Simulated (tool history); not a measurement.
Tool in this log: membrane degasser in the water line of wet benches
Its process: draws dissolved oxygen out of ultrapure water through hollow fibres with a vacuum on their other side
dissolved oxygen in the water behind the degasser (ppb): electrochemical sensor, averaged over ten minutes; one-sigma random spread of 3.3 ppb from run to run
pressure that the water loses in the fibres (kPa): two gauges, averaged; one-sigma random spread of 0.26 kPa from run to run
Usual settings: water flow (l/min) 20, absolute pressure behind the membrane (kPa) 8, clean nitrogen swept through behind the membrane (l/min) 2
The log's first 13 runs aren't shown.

run    hour  water flow (l/min)  absolute pressure behind the membrane (kPa)  clean nitrogen swept through behind the membrane (l/min)  dissolved oxygen in the water behind the degasser (ppb)  pressure that the water loses in the fibres (kPa)
 14  3364.9                  20                                            8                                                         2                                                    326.3                                              70.13
 15  3702.8                  20                                            8                                                         2                                                    329.5                                              70.36
 16  4069.9                  20                                            8                                                         2                                                    331.9                                              70.04
 17  4275.4                  18                                        13.79                                                       4.6                                                      281                                              63.08
 18  4609.3                  20                                        10.99                                                      1.14                                                    511.3                                              70.98
     4671.4  -- seals of the vacuum lines changed
 19  4832.3                  12                                         8.42                                                      1.16                                                    197.8                                              42.31
 20  5149.6                  20                                         5.02                                                      1.86                                                    267.3                                              70.81
 21  5494.7                  14                                        17.49                                                      2.59                                                    287.6                                              49.61
     5590.7  -- gauge calibrated
 22  5836.6                  26                                          5.2                                                         2                                                    399.7                                              90.24
 23  6049.4                  26                                          5.2                                                         2                                                    398.7                                              90.17
 24  6242.1                  30                                            8                                                         2                                                    579.4                                             103.82
 25  6472.5                  15                                         5.52                                                      2.34                                                    165.1                                              52.11
 26    6688                  30                                            8                                                      1.42                                                    646.6                                             104.51
 27  6984.3                  17                                        10.55                                                      1.42                                                    353.7                                              58.85
 28  7165.7                  17                                        10.55                                                      0.92                                                    445.9                                              59.02
     7240.5  -- seals of the vacuum lines changed
 29  7502.2                  17                                        10.55                                                      0.92                                                    449.5                                              59.59
 30  7856.4                  25                                        10.55                                                      0.92                                                    710.1                                              87.21
 31  8175.7                  25                                        10.55                                                      0.92                                                    699.5                                              87.44

What if the next run were any one of these 5? Each begins from the tool's condition after run 31:
  A  8401.1                  25                                        10.55                                                      4.79                                                        ?                                                  ?
  B  8401.1                  28                                          8.5                                                      0.92                                                        ?                                                  ?
  C  8401.1                  21                                         5.24                                                      0.98                                                        ?                                                  ?
  D  8401.1                  16                                         7.42                                                      0.86                                                        ?                                                  ?
  E  8401.1                  22                                          9.2                                                      2.04                                                        ?                                                  ?

run  dissolved oxygen in the water behind the degasser (ppb)  pressure that the water loses in the fibres (kPa)
  A                                                    409.9                                              87.36
  B                                                    687.9                                              97.79
  C                                                    332.8                                              73.04
  D                                                      312                                              56.24
  E                                                    398.2                                              76.91
What these runs would have given with no unlogged condition in the tool:
run  dissolved oxygen in the water behind the degasser (ppb)  pressure that the water loses in the fibres (kPa)
  A                                                    409.3                                              86.29
  B                                                    686.8                                              96.59
  C                                                      332                                              72.14
  D                                                    311.3                                              55.55
  E                                                    397.5                                              75.97

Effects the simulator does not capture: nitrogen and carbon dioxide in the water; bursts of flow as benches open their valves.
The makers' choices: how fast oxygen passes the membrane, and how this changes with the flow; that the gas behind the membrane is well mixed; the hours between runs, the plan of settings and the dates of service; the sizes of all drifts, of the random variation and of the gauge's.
